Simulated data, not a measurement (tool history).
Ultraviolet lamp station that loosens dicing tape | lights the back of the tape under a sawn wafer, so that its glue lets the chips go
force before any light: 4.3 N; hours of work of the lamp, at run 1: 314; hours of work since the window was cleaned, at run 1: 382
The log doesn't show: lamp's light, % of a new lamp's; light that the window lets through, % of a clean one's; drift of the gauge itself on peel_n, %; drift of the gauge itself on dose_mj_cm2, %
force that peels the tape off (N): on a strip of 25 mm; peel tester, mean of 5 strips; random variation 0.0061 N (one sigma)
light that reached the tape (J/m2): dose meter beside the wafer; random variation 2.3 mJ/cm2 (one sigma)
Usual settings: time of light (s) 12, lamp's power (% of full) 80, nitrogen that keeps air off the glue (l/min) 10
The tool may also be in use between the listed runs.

| run | day | time of light (s) | lamp's power (% of full) | nitrogen that keeps air off the glue (l/min) | hours of work of the lamp | hours of work since the window was cleaned | force that peels the tape off (N) | light that reached the tape (J/m2) |
|---|---|---|---|---|---|---|---|---|
| 1 | 0.000 | 12 | 80 | 10 | 314 | 382 | 0.257 | 1760 |
| 2 | 1.542 | 12 | 80 | 10 | 334 | 401 | 0.243 | 1730 |
| 3 | 3.008 | 12 | 80 | 10 | 352 | 419 | 0.254 | 1710 |
| 4 | 4.150 | 11 | 80 | 10 | 366 | 434 | 0.299 | 1580 |
| 5 | 5.008 | 11 | 80 | 10 | 377 | 445 | 0.310 | 1560 |
| 6 | 6.512 | 11 | 80 | 10 | 396 | 463 | 0.309 | 1560 |
|  | 6.717 | window cleaned of glue's vapour |
| 7 | 7.492 | 11 | 80 | 10 | 408 | 10 | 0.215 | 1820 |
| 8 | 9.083 | 11 | 80 | 10 | 428 | 30 | 0.249 | 1840 |
| 9 | 10.271 | 12 | 80 | 13 | 443 | 45 | 0.196 | 1960 |
| 10 | 11.612 | 12 | 80 | 13 | 460 | 62 | 0.191 | 1970 |
| 11 | 12.929 | 12 | 80 | 13 | 477 | 78 | 0.206 | 1920 |
| 12 | 14.475 | 12 | 80 | 13 | 496 | 98 | 0.188 | 1860 |
| 13 | 16.458 | 12 | 80 | 10 | 521 | 123 | 0.234 | 1850 |
| 14 | 17.288 | 11 | 80 | 10 | 531 | 133 | 0.275 | 1680 |
| 15 | 19.075 | 12 | 80 | 10 | 554 | 156 | 0.242 | 1800 |
| 16 | 20.654 | 12 | 80 | 10 | 574 | 175 | 0.249 | 1770 |
| 17 | 21.538 | 12 | 84 | 10 | 585 | 187 | 0.229 | 1820 |
| 18 | 23.171 | 12 | 84 | 10 | 605 | 207 | 0.233 | 1810 |
| 19 | 24.158 | 12 | 84 | 10 | 618 | 219 | 0.231 | 1800 |
| 20 | 26.062 | 12 | 84 | 10 | 642 | 243 | 0.235 | 1830 |
| 21 | 26.946 | 11 | 80 | 10 | 653 | 255 | 0.309 | 1550 |
| 22 | 28.692 | 11 | 80 | 10 | 675 | 277 | 0.303 | 1560 |
| 23 | 30.433 | 23 | 69 | 6 | 697 | 298 | 0.184 | 2750 |
| 24 | 31.254 | 23 | 69 | 6 | 707 | 309 | 0.183 | 2730 |
| 25 | 32.529 | 22 | 78 | 9 | 723 | 325 | 0.161 | 2880 |
| 26 | 34.371 | 22 | 78 | 9 | 746 | 348 | 0.154 | 2820 |
| 27 | 35.283 | 18 | 95 | 10 | 758 | 359 | 0.161 | 2770 |

Forecast run 28:
| 28 | 36.150 | 18 | 78 | 10 | 769 | 370 | ? | ? |

force that peels the tape off (N): 0.184
light that reached the tape (J/m2): 2290
Without the tool's hidden state the same run would have given force that peels the tape off (N) 0.151, light that reached the tape (J/m2) 3400.
